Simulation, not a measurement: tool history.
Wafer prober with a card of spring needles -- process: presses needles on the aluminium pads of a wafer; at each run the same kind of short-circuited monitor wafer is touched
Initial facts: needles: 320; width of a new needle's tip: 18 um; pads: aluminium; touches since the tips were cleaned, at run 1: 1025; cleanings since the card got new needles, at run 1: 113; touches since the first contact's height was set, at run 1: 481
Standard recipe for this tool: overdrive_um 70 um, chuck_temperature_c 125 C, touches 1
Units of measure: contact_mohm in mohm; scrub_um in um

run   hour  overdrive_um  chuck_temperature_c  touches  touches since the tips were cleaned  cleanings since the card got new needles  touches since the first contact's height was set  contact_mohm  scrub_um
  1    0.0            70                  125        1                                 1025                                       113                                               481           212     15.71
       3.5  -- tips cleaned on abrasive film
       9.3  -- tips cleaned on abrasive film
      15.1  -- tips cleaned on abrasive film
      20.8  -- tips cleaned on abrasive film
      25.5  -- tips cleaned on abrasive film
      31.3  -- tips cleaned on abrasive film
      35.9  -- tips cleaned on abrasive film
      41.7  -- tips cleaned on abrasive film
      46.3  -- tips cleaned on abrasive film
  2   48.0            70                  125        1                                  780                                       122                                             23025           213     15.62
      51.5  -- tips cleaned on abrasive film
      56.1  -- tips cleaned on abrasive film
      61.9  -- tips cleaned on abrasive film
      67.7  -- tips cleaned on abrasive film
      72.3  -- tips cleaned on abrasive film
      78.1  -- tips cleaned on abrasive film
      83.9  -- tips cleaned on abrasive film
      88.5  -- tips cleaned on abrasive film
      94.3  -- tips cleaned on abrasive film
      98.9  -- tips cleaned on abrasive film
     104.7  -- tips cleaned on abrasive film
     110.5  -- tips cleaned on abrasive film
     115.1  -- tips cleaned on abrasive film
     120.9  -- tips cleaned on abrasive film
     126.7  -- tips cleaned on abrasive film
     131.4  -- tips cleaned on abrasive film
  3  131.4            70                  125        1                                    0                                       138                                             62215           194     15.51
     137.1  -- tips cleaned on abrasive film
     141.8  -- tips cleaned on abrasive film
     147.5  -- tips cleaned on abrasive film
     153.3  -- tips cleaned on abrasive film
     159.1  -- tips cleaned on abrasive film
     163.7  -- tips cleaned on abrasive film
     169.5  -- tips cleaned on abrasive film
     174.2  -- tips cleaned on abrasive film
     179.9  -- tips cleaned on abrasive film
     184.6  -- tips cleaned on abrasive film
     190.4  -- tips cleaned on abrasive film
     196.1  -- tips cleaned on abrasive film
     201.9  -- tips cleaned on abrasive film
     204.5  -- height of the first contact set anew
     208.0  -- tips cleaned on abrasive film
     213.8  -- tips cleaned on abrasive film
     218.4  -- tips cleaned on abrasive film
     224.2  -- tips cleaned on abrasive film
  4  228.4            55                  125        1                                 1992                                       155                                             11241           278     12.31
     229.6  -- tips cleaned on abrasive film
     235.4  -- tips cleaned on abrasive film
     241.2  -- tips cleaned on abrasive film
     246.9  -- tips cleaned on abrasive film
     252.7  -- tips cleaned on abrasive film
     258.5  -- tips cleaned on abrasive film
     264.3  -- tips cleaned on abrasive film
     268.9  -- tips cleaned on abrasive film
     274.7  -- tips cleaned on abrasive film
     280.5  -- tips cleaned on abrasive film
     286.2  -- tips cleaned on abrasive film
     292.0  -- tips cleaned on abrasive film
     296.7  -- tips cleaned on abrasive film
     302.0  -- tips cleaned on abrasive film
  5  302.0            55                  125        1                                    0                                       169                                             45841           206     12.17
     307.8  -- tips cleaned on abrasive film
     312.4  -- tips cleaned on abrasive film
     317.0  -- tips cleaned on abrasive film
     322.8  -- tips cleaned on abrasive film
     328.6  -- tips cleaned on abrasive film
     333.3  -- tips cleaned on abrasive film
     339.0  -- tips cleaned on abrasive film
     343.7  -- tips cleaned on abrasive film
     348.3  -- tips cleaned on abrasive film
     353.4  -- tips cleaned on abrasive film
  6  353.4            55                  125        1                                    0                                       179                                             69980           206     12.06
     358.0  -- tips cleaned on abrasive film
     362.7  -- tips cleaned on abrasive film
     368.4  -- tips cleaned on abrasive film
     373.1  -- tips cleaned on abrasive film
     378.9  -- tips cleaned on abrasive film
     383.5  -- tips cleaned on abrasive film
     389.3  -- tips cleaned on abrasive film
     395.1  -- tips cleaned on abrasive film
     400.8  -- tips cleaned on abrasive film
     405.5  -- tips cleaned on abrasive film
     409.2  -- height of the first contact set anew
     411.6  -- tips cleaned on abrasive film
  7  413.4            55                  125        1                                  859                                       190                                              1947           245     12.37
     416.9  -- tips cleaned on abrasive film
     421.5  -- tips cleaned on abrasive film
     427.3  -- tips cleaned on abrasive film
     433.1  -- tips cleaned on abrasive film
     438.8  -- tips cleaned on abrasive film
     444.6  -- tips cleaned on abrasive film
     450.4  -- tips cleaned on abrasive film
     455.0  -- tips cleaned on abrasive film
     460.8  -- tips cleaned on abrasive film
     464.3  -- tips cleaned on abrasive film, once more
     470.0  -- tips cleaned on abrasive film
  8  470.0            55                  125        1                                    0                                       201                                             28569           208     12.28
     474.7  -- tips cleaned on abrasive film
     480.5  -- tips cleaned on abrasive film
     485.1  -- tips cleaned on abrasive film
     490.9  -- tips cleaned on abrasive film
     495.5  -- tips cleaned on abrasive film
     501.3  -- tips cleaned on abrasive film
     507.1  -- tips cleaned on abrasive film
     512.9  -- tips cleaned on abrasive film
     517.9  -- tips cleaned on abrasive film
  9  517.9            55                  125        1                                    0                                       210                                             51089           203     12.14
     523.7  -- tips cleaned on abrasive film
     529.5  -- tips cleaned on abrasive film
     534.1  -- tips cleaned on abrasive film
     539.9  -- tips cleaned on abrasive film
     545.7  -- tips cleaned on abrasive film
     550.3  -- tips cleaned on abrasive film
     556.1  -- tips cleaned on abrasive film
     561.9  -- tips cleaned on abrasive film
     566.5  -- tips cleaned on abrasive film
     572.3  -- tips cleaned on abrasive film
     578.1  -- tips cleaned on abrasive film
     582.7  -- tips cleaned on abrasive film
     588.5  -- tips cleaned on abrasive film
     594.3  -- tips cleaned on abrasive film
     598.9  -- tips cleaned on abrasive film
     603.6  -- tips cleaned on abrasive film
 10  603.6            52                   29        1                                    0                                       226                                             91353           196     11.28
     608.2  -- tips cleaned on abrasive film
     612.9  -- tips cleaned on abrasive film
     614.3  -- height of the first contact set anew
     619.0  -- tips cleaned on abrasive film
     623.6  -- tips cleaned on abrasive film
     629.4  -- tips cleaned on abrasive film
     634.0  -- tips cleaned on abrasive film
     639.8  -- tips cleaned on abrasive film
     644.5  -- tips cleaned on abrasive film
     650.2  -- tips cleaned on abrasive film
     656.0  -- tips cleaned on abrasive film
 11  658.3            67                   26        2                                 1097                                       236                                             20685           199     14.99
     661.8  -- tips cleaned on abrasive film
     666.4  -- tips cleaned on abrasive film
     672.2  -- tips cleaned on abrasive film
     676.8  -- tips cleaned on abrasive film
     682.6  -- tips cleaned on abrasive film
     688.4  -- tips cleaned on abrasive film
     694.2  -- tips cleaned on abrasive film
     699.9  -- tips cleaned on abrasive film
     704.6  -- tips cleaned on abrasive film
     710.4  -- tips cleaned on abrasive film
     716.1  -- tips cleaned on abrasive film
     721.9  -- tips cleaned on abrasive film
     727.7  -- tips cleaned on abrasive film
     733.5  -- tips cleaned on abrasive film
 12  735.8            89                  115        2                                 1130                                       250                                             57156           198     19.82
     738.2  -- tips cleaned on abrasive film
     744.0  -- tips cleaned on abrasive film
     749.8  -- tips cleaned on abrasive film
     755.6  -- tips cleaned on abrasive film
     761.3  -- tips cleaned on abrasive film
     767.1  -- tips cleaned on abrasive film
     779.1  -- card fitted with new needles
     783.8  -- tips cleaned on abrasive film
     789.5  -- tips cleaned on abrasive film
     795.3  -- tips cleaned on abrasive film
     801.1  -- tips cleaned on abrasive film
     806.9  -- tips cleaned on abrasive film
     812.7  -- tips cleaned on abrasive film
     817.3  -- tips cleaned on abrasive film
     823.1  -- tips cleaned on abrasive film
     828.9  -- tips cleaned on abrasive film
     834.6  -- tips cleaned on abrasive film
     840.4  -- tips cleaned on abrasive film
 13  840.4            89                  115        2                                    0                                        11                                             28828           178     19.94
     846.2  -- tips cleaned on abrasive film
     851.9  -- tips cleaned on abrasive film
     857.7  -- tips cleaned on abrasive film
     863.5  -- tips cleaned on abrasive film
     868.1  -- tips cleaned on abrasive film
     873.9  -- tips cleaned on abrasive film
     879.7  -- tips cleaned on abrasive film
     884.3  -- tips cleaned on abrasive film
 14  886.2            62                   69        1                                  899                                        19                                             50403           204     13.76
     889.7  -- tips cleaned on abrasive film
     895.5  -- tips cleaned on abrasive film
     901.3  -- tips cleaned on abrasive film
     905.9  -- tips cleaned on abrasive film
     911.7  -- tips cleaned on abrasive film
     917.5  -- tips cleaned on abrasive film
     923.3  -- tips cleaned on abrasive film
     929.1  -- tips cleaned on abrasive film
 15  933.0            74                   51        1                                 1904                                        27                                             72440           211     16.41

How the hidden state differs across the entries between the runs, from the last listed run before each to the first after it:
Logged between run 1 and run 2: tips cleaned on abrasive film (hour 3.5); tips cleaned on abrasive film (hour 9.3); tips cleaned on abrasive film (hour 15.1); tips cleaned on abrasive film (hour 20.8); tips cleaned on abrasive film (hour 25.5); tips cleaned on abrasive film (hour 31.3); tips cleaned on abrasive film (hour 35.9); tips cleaned on abrasive film (hour 41.7); tips cleaned on abrasive film (hour 46.3)
  debris on the tips, nm: 24.9 -> 20.7; way that the needles fall short of the set height, um: 0 -> 0.43; tips' diameter, um: 19.91 -> 21.32
  the result without the hidden state subtracted from the measured one, contact_mohm: +29 -> +29 mohm; scrub_um: +0.00 -> -0.10 um
Logged between run 2 and run 3: tips cleaned on abrasive film (hour 51.5); tips cleaned on abrasive film (hour 56.1); tips cleaned on abrasive film (hour 61.9); tips cleaned on abrasive film (hour 67.7); tips cleaned on abrasive film (hour 72.3); tips cleaned on abrasive film (hour 78.1); tips cleaned on abrasive film (hour 83.9); tips cleaned on abrasive film (hour 88.5); tips cleaned on abrasive film (hour 94.3); tips cleaned on abrasive film (hour 98.9); tips cleaned on abrasive film (hour 104.7); tips cleaned on abrasive film (hour 110.5); tips cleaned on abrasive film (hour 115.1); tips cleaned on abrasive film (hour 120.9); tips cleaned on abrasive film (hour 126.7); tips cleaned on abrasive film (hour 131.4)
  debris on the tips, nm: 20.7 -> 4; way that the needles fall short of the set height, um: 0.43 -> 1.2; tips' diameter, um: 21.32 -> 21.59
  the result without the hidden state subtracted from the measured one, contact_mohm: +29 -> +9 mohm; scrub_um: -0.10 -> -0.27 um
Logged between run 3 and run 4: tips cleaned on abrasive film (hour 137.1); tips cleaned on abrasive film (hour 141.8); tips cleaned on abrasive film (hour 147.5); tips cleaned on abrasive film (hour 153.3); tips cleaned on abrasive film (hour 159.1); tips cleaned on abrasive film (hour 163.7); tips cleaned on abrasive film (hour 169.5); tips cleaned on abrasive film (hour 174.2); tips cleaned on abrasive film (hour 179.9); tips cleaned on abrasive film (hour 184.6); tips cleaned on abrasive film (hour 190.4); tips cleaned on abrasive film (hour 196.1); tips cleaned on abrasive film (hour 201.9); height of the first contact set anew (hour 204.5); tips cleaned on abrasive film (hour 208.0); tips cleaned on abrasive film (hour 213.8); tips cleaned on abrasive film (hour 218.4); tips cleaned on abrasive film (hour 224.2)
  debris on the tips, nm: 4 -> 43.5; way that the needles fall short of the set height, um: 1.2 -> 0.18; tips' diameter, um: 21.59 -> 21.87
  the result without the hidden state subtracted from the measured one, contact_mohm: +9 -> +91 mohm; scrub_um: -0.27 -> -0.04 um
Logged between run 4 and run 5: tips cleaned on abrasive film (hour 229.6); tips cleaned on abrasive film (hour 235.4); tips cleaned on abrasive film (hour 241.2); tips cleaned on abrasive film (hour 246.9); tips cleaned on abrasive film (hour 252.7); tips cleaned on abrasive film (hour 258.5); tips cleaned on abrasive film (hour 264.3); tips cleaned on abrasive film (hour 268.9); tips cleaned on abrasive film (hour 274.7); tips cleaned on abrasive film (hour 280.5); tips cleaned on abrasive film (hour 286.2); tips cleaned on abrasive film (hour 292.0); tips cleaned on abrasive film (hour 296.7); tips cleaned on abrasive film (hour 302.0)
  debris on the tips, nm: 43.5 -> 4.7; way that the needles fall short of the set height, um: 0.18 -> 0.9; tips' diameter, um: 21.87 -> 22.13
  the result without the hidden state subtracted from the measured one, contact_mohm: +91 -> +17 mohm; scrub_um: -0.04 -> -0.21 um
Logged between run 5 and run 6: tips cleaned on abrasive film (hour 307.8); tips cleaned on abrasive film (hour 312.4); tips cleaned on abrasive film (hour 317.0); tips cleaned on abrasive film (hour 322.8); tips cleaned on abrasive film (hour 328.6); tips cleaned on abrasive film (hour 333.3); tips cleaned on abrasive film (hour 339.0); tips cleaned on abrasive film (hour 343.7); tips cleaned on abrasive film (hour 348.3); tips cleaned on abrasive film (hour 353.4)
  debris on the tips, nm: 4.7 -> 3.4; way that the needles fall short of the set height, um: 0.9 -> 1.39; tips' diameter, um: 22.13 -> 22.3
  the result without the hidden state subtracted from the measured one, contact_mohm: +17 -> +15 mohm; scrub_um: -0.21 -> -0.31 um
Logged between run 6 and run 7: tips cleaned on abrasive film (hour 358.0); tips cleaned on abrasive film (hour 362.7); tips cleaned on abrasive film (hour 368.4); tips cleaned on abrasive film (hour 373.1); tips cleaned on abrasive film (hour 378.9); tips cleaned on abrasive film (hour 383.5); tips cleaned on abrasive film (hour 389.3); tips cleaned on abrasive film (hour 395.1); tips cleaned on abrasive film (hour 400.8); tips cleaned on abrasive film (hour 405.5); height of the first contact set anew (hour 409.2); tips cleaned on abrasive film (hour 411.6)
  debris on the tips, nm: 3.4 -> 25.7; way that the needles fall short of the set height, um: 1.39 -> 0.04; tips' diameter, um: 22.3 -> 22.47
  the result without the hidden state subtracted from the measured one, contact_mohm: +15 -> +59 mohm; scrub_um: -0.31 -> -0.01 um
Logged between run 7 and run 8: tips cleaned on abrasive film (hour 416.9); tips cleaned on abrasive film (hour 421.5); tips cleaned on abrasive film (hour 427.3); tips cleaned on abrasive film (hour 433.1); tips cleaned on abrasive film (hour 438.8); tips cleaned on abrasive film (hour 444.6); tips cleaned on abrasive film (hour 450.4); tips cleaned on abrasive film (hour 455.0); tips cleaned on abrasive film (hour 460.8); tips cleaned on abrasive film, once more (hour 464.3); tips cleaned on abrasive film (hour 470.0)
  debris on the tips, nm: 25.7 -> 5.3; way that the needles fall short of the set height, um: 0.04 -> 0.54; tips' diameter, um: 22.47 -> 22.64
  the result without the hidden state subtracted from the measured one, contact_mohm: +59 -> +19 mohm; scrub_um: -0.01 -> -0.12 um
Logged between run 8 and run 9: tips cleaned on abrasive film (hour 474.7); tips cleaned on abrasive film (hour 480.5); tips cleaned on abrasive film (hour 485.1); tips cleaned on abrasive film (hour 490.9); tips cleaned on abrasive film (hour 495.5); tips cleaned on abrasive film (hour 501.3); tips cleaned on abrasive film (hour 507.1); tips cleaned on abrasive film (hour 512.9); tips cleaned on abrasive film (hour 517.9)
  debris on the tips, nm: 5.3 -> 2.2; way that the needles fall short of the set height, um: 0.54 -> 1.02; tips' diameter, um: 22.64 -> 22.81
  the result without the hidden state subtracted from the measured one, contact_mohm: +19 -> +13 mohm; scrub_um: -0.12 -> -0.23 um
Logged between run 9 and run 10: tips cleaned on abrasive film (hour 523.7); tips cleaned on abrasive film (hour 529.5); tips cleaned on abrasive film (hour 534.1); tips cleaned on abrasive film (hour 539.9); tips cleaned on abrasive film (hour 545.7); tips cleaned on abrasive film (hour 550.3); tips cleaned on abrasive film (hour 556.1); tips cleaned on abrasive film (hour 561.9); tips cleaned on abrasive film (hour 566.5); tips cleaned on abrasive film (hour 572.3); tips cleaned on abrasive film (hour 578.1); tips cleaned on abrasive film (hour 582.7); tips cleaned on abrasive film (hour 588.5); tips cleaned on abrasive film (hour 594.3); tips cleaned on abrasive film (hour 598.9); tips cleaned on abrasive film (hour 603.6)
  debris on the tips, nm: 2.2 -> 5.7; way that the needles fall short of the set height, um: 1.02 -> 1.8; tips' diameter, um: 22.81 -> 23.08
  the result without the hidden state subtracted from the measured one, contact_mohm: +13 -> +25 mohm; scrub_um: -0.23 -> -0.40 um
Logged between run 10 and run 11: tips cleaned on abrasive film (hour 608.2); tips cleaned on abrasive film (hour 612.9); height of the first contact set anew (hour 614.3); tips cleaned on abrasive film (hour 619.0); tips cleaned on abrasive film (hour 623.6); tips cleaned on abrasive film (hour 629.4); tips cleaned on abrasive film (hour 634.0); tips cleaned on abrasive film (hour 639.8); tips cleaned on abrasive film (hour 644.5); tips cleaned on abrasive film (hour 650.2); tips cleaned on abrasive film (hour 656.0)
  debris on the tips, nm: 5.7 -> 27.7; way that the needles fall short of the set height, um: 1.8 -> 0.4; tips' diameter, um: 23.08 -> 23.26
  the result without the hidden state subtracted from the measured one, contact_mohm: +25 -> +35 mohm; scrub_um: -0.40 -> -0.09 um
Logged between run 11 and run 12: tips cleaned on abrasive film (hour 661.8); tips cleaned on abrasive film (hour 666.4); tips cleaned on abrasive film (hour 672.2); tips cleaned on abrasive film (hour 676.8); tips cleaned on abrasive film (hour 682.6); tips cleaned on abrasive film (hour 688.4); tips cleaned on abrasive film (hour 694.2); tips cleaned on abrasive film (hour 699.9); tips cleaned on abrasive film (hour 704.6); tips cleaned on abrasive film (hour 710.4); tips cleaned on abrasive film (hour 716.1); tips cleaned on abrasive film (hour 721.9); tips cleaned on abrasive film (hour 727.7); tips cleaned on abrasive film (hour 733.5)
  debris on the tips, nm: 27.7 -> 29.5; way that the needles fall short of the set height, um: 0.4 -> 1.11; tips' diameter, um: 23.26 -> 23.51
  the result without the hidden state subtracted from the measured one, contact_mohm: +35 -> +22 mohm; scrub_um: -0.09 -> -0.25 um
Logged between run 12 and run 13: tips cleaned on abrasive film (hour 738.2); tips cleaned on abrasive film (hour 744.0); tips cleaned on abrasive film (hour 749.8); tips cleaned on abrasive film (hour 755.6); tips cleaned on abrasive film (hour 761.3); tips cleaned on abrasive film (hour 767.1); card fitted with new needles (hour 779.1); tips cleaned on abrasive film (hour 783.8); tips cleaned on abrasive film (hour 789.5); tips cleaned on abrasive film (hour 795.3); tips cleaned on abrasive film (hour 801.1); tips cleaned on abrasive film (hour 806.9); tips cleaned on abrasive film (hour 812.7); tips cleaned on abrasive film (hour 817.3); tips cleaned on abrasive film (hour 823.1); tips cleaned on abrasive film (hour 828.9); tips cleaned on abrasive film (hour 834.6); tips cleaned on abrasive film (hour 840.4)
  debris on the tips, nm: 29.5 -> 5.3; way that the needles fall short of the set height, um: 1.11 -> 0.54; tips' diameter, um: 23.51 -> 18.19
  the result without the hidden state subtracted from the measured one, contact_mohm: +22 -> +2 mohm; scrub_um: -0.25 -> -0.12 um
Logged between run 13 and run 14: tips cleaned on abrasive film (hour 846.2); tips cleaned on abrasive film (hour 851.9); tips cleaned on abrasive film (hour 857.7); tips cleaned on abrasive film (hour 863.5); tips cleaned on abrasive film (hour 868.1); tips cleaned on abrasive film (hour 873.9); tips cleaned on abrasive film (hour 879.7); tips cleaned on abrasive film (hour 884.3)
  debris on the tips, nm: 5.3 -> 21.9; way that the needles fall short of the set height, um: 0.54 -> 0.91; tips' diameter, um: 18.19 -> 18.32
  the result without the hidden state subtracted from the measured one, contact_mohm: +2 -> +30 mohm; scrub_um: -0.12 -> -0.21 um
Logged between run 14 and run 15: tips cleaned on abrasive film (hour 889.7); tips cleaned on abrasive film (hour 895.5); tips cleaned on abrasive film (hour 901.3); tips cleaned on abrasive film (hour 905.9); tips cleaned on abrasive film (hour 911.7); tips cleaned on abrasive film (hour 917.5); tips cleaned on abrasive film (hour 923.3); tips cleaned on abrasive film (hour 929.1)
  debris on the tips, nm: 21.9 -> 41; way that the needles fall short of the set height, um: 0.91 -> 1.3; tips' diameter, um: 18.32 -> 18.45
  the result without the hidden state subtracted from the measured one, contact_mohm: +30 -> +43 mohm; scrub_um: -0.21 -> -0.30 um
